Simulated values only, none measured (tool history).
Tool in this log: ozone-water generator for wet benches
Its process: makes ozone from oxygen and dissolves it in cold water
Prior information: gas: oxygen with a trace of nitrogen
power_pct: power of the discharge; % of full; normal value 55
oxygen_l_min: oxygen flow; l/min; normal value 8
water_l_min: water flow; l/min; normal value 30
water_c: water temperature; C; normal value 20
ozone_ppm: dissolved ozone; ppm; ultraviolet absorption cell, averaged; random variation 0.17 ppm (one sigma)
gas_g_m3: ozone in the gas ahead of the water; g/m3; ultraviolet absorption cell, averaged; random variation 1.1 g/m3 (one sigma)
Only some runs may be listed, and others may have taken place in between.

run	hour	power_pct	oxygen_l_min	water_l_min	water_c	ozone_ppm	gas_g_m3
1	0	55	8	30	20	22.1	186.7
2	38.3	55	8	30	20	21.9	185.3
3	64.7	55	8	30	20	22.1	186.3
4	88.6	55	8	30	20	21.9	186.4
5	120.4	55	8	30	20	22.3	185.2
6	143.3	55	8	30	20	22.2	186.6
7	189	55	8	30	20	22.1	187.4
8	222.7	55	8	30	20	21.9	187.7
9	253.3	55	8	30	17	22.6	188.8
10	294.9	55	8	30	17	22.9	188.9
11	327.9	55	8	30	17	22.8	187.5
12	358	55	8	30	22	21.5	188.8
13	394.4	55	8	30	22	21.4	187.9
14	419	49	8.14	35	20	17.6	171.6
15	467.1	49	8	25	17	23.9	174.9
16	505.9	75	8	30	20	27.9	242.1
17	530.9	75	8	30	20	27.5	240.4
# hour 572.4: gauge calibrated
18	578.6	89	8	30	20	31.6	268.2
19	616.6	55	8	30	21	21.8	186
20	655.5	55	8	44	20	16.3	186.5
21	702.9	55	8	44	20	16.1	187
22	750.5	55	8	44	20	15.9	187.2
23	787.5	42	11.56	21	20	21.8	126.7
24	817.1	42	11.56	21	20	21.9	126.3
25	861.6	42	11.56	21	20	21.7	126.2

Alternative continuations, all from the tool just after run 25; predict every row:
A	912.1	45	5.02	41	20	?	?
B	912.1	71	5.8	30	18	?	?
C	912.1	50	11.56	21	20	?	?

run	ozone_ppm	gas_g_m3
A	13.6	206.9
B	27.1	266.9
C	25.1	145.1
With the hidden condition removed and each run's random variation left untouched, the same runs would have given:
run	ozone_ppm	gas_g_m3
A	13.6	203.5
B	27.2	262.4
C	25.1	142.7

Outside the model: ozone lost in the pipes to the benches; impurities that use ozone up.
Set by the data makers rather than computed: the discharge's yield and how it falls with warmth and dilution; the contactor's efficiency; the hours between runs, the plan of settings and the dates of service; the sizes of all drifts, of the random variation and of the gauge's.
